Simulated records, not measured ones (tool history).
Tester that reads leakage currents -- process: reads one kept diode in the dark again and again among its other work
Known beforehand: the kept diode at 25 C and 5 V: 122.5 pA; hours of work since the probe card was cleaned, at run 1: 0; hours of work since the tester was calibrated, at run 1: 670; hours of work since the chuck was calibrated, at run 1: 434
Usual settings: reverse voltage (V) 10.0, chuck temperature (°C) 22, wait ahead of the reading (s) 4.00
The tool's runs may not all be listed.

| run | hour | reverse voltage (V) | chuck temperature (°C) | wait ahead of the reading (s) | hours of work since the probe card was cleaned | hours of work since the tester was calibrated | hours of work since the chuck was calibrated | current that the tester gives (pA) |
|---|---|---|---|---|---|---|---|---|
| 1 | 0.0 | 10.0 | 22 | 4.00 | 0 | 670 | 434 | 117.97 |
| 2 | 22.5 | 10.0 | 22 | 4.00 | 16 | 686 | 450 | 118.18 |
| 3 | 42.4 | 10.0 | 22 | 4.00 | 30 | 700 | 464 | 118.09 |
| 4 | 84.7 | 10.0 | 22 | 4.00 | 60 | 730 | 494 | 119.08 |
| 5 | 104.4 | 10.0 | 22 | 4.00 | 74 | 744 | 508 | 118.90 |
| 6 | 151.3 | 10.0 | 22 | 4.00 | 107 | 777 | 541 | 119.11 |
| 7 | 193.0 | 2.1 | 22 | 4.00 | 136 | 806 | 570 | 64.10 |
| 8 | 233.2 | 2.1 | 22 | 4.00 | 165 | 835 | 599 | 64.50 |
| 9 | 254.5 | 10.0 | 22 | 4.00 | 180 | 850 | 614 | 119.72 |
| 10 | 279.3 | 10.0 | 22 | 2.63 | 197 | 867 | 631 | 121.21 |
| 11 | 311.9 | 10.0 | 22 | 4.71 | 220 | 890 | 654 | 120.64 |
| 12 | 353.0 | 10.0 | 41 | 4.00 | 249 | 919 | 683 | 650.04 |
| 13 | 378.3 | 10.0 | 41 | 4.00 | 267 | 937 | 701 | 649.45 |
| 14 | 408.3 | 10.0 | 41 | 4.00 | 288 | 958 | 722 | 651.39 |
| 15 | 443.1 | 10.0 | 41 | 4.00 | 313 | 983 | 747 | 645.65 |
| 16 | 464.7 | 10.0 | 45 | 4.00 | 328 | 998 | 762 | 904.70 |
| 17 | 512.3 | 3.6 | 22 | 7.95 | 362 | 1032 | 796 | 79.95 |
| 18 | 548.2 | 3.6 | 22 | 7.95 | 387 | 1057 | 821 | 80.28 |
| 19 | 580.2 | 3.6 | 22 | 7.95 | 410 | 1080 | 843 | 80.48 |
| 20 | 619.0 | 10.0 | 24 | 0.39 | 437 | 1107 | 871 | 151.97 |
| 21 | 654.7 | 10.0 | 24 | 0.39 | 462 | 1132 | 896 | 152.49 |
| 22 | 689.6 | 13.0 | 25 | 0.83 | 487 | 1157 | 921 | 184.41 |
| 23 | 730.3 | 13.0 | 25 | 0.83 | 516 | 1185 | 949 | 184.47 |
| 24 | 767.9 | 13.0 | 25 | 0.83 | 542 | 1212 | 976 | 185.69 |
| 25 | 807.3 | 13.0 | 25 | 0.83 | 570 | 1240 | 1004 | 185.65 |
| 26 | 853.9 | 2.7 | 25 | 0.83 | 603 | 1273 | 1037 | 94.44 |
| 27 | 881.5 | 5.4 | 20 | 0.41 | 622 | 1292 | 1056 | 82.81 |
| 28 | 919.5 | 12.1 | 22 | 0.32 | 649 | 1319 | 1083 | 144.40 |
| 29 | 944.2 | 12.1 | 22 | 0.32 | 666 | 1336 | 1100 | 144.58 |
| 30 | 965.4 | 2.4 | 53 | 5.72 | 681 | 1351 | 1115 | 973.97 |
| 31 | 986.7 | 2.4 | 53 | 5.72 | 696 | 1366 | 1130 | 976.27 |

Branching from run 31: 5 alternative next runs. What would each branch give?
| A | 1030.0 | 1.3 | 41 | 4.00 | 727 | 1397 | 1161 | ? |
| B | 1030.0 | 10.0 | 22 | 4.85 | 727 | 1397 | 1161 | ? |
| C | 1030.0 | 2.4 | 20 | 5.72 | 727 | 1397 | 1161 | ? |
| D | 1030.0 | 10.0 | 37 | 8.48 | 727 | 1397 | 1161 | ? |
| E | 1030.0 | 14.6 | 22 | 4.00 | 727 | 1397 | 1161 | ? |

| run | current that the tester gives (pA) |
|---|---|
| A | 286.86 |
| B | 127.42 |
| C | 56.84 |
| D | 460.90 |
| E | 152.79 |
Stripped of hidden state, with their random variation kept, the same runs would have yielded:
| run | current that the tester gives (pA) |
|---|---|
| A | 304.04 |
| B | 120.66 |
| C | 57.31 |
| D | 476.30 |
| E | 140.28 |

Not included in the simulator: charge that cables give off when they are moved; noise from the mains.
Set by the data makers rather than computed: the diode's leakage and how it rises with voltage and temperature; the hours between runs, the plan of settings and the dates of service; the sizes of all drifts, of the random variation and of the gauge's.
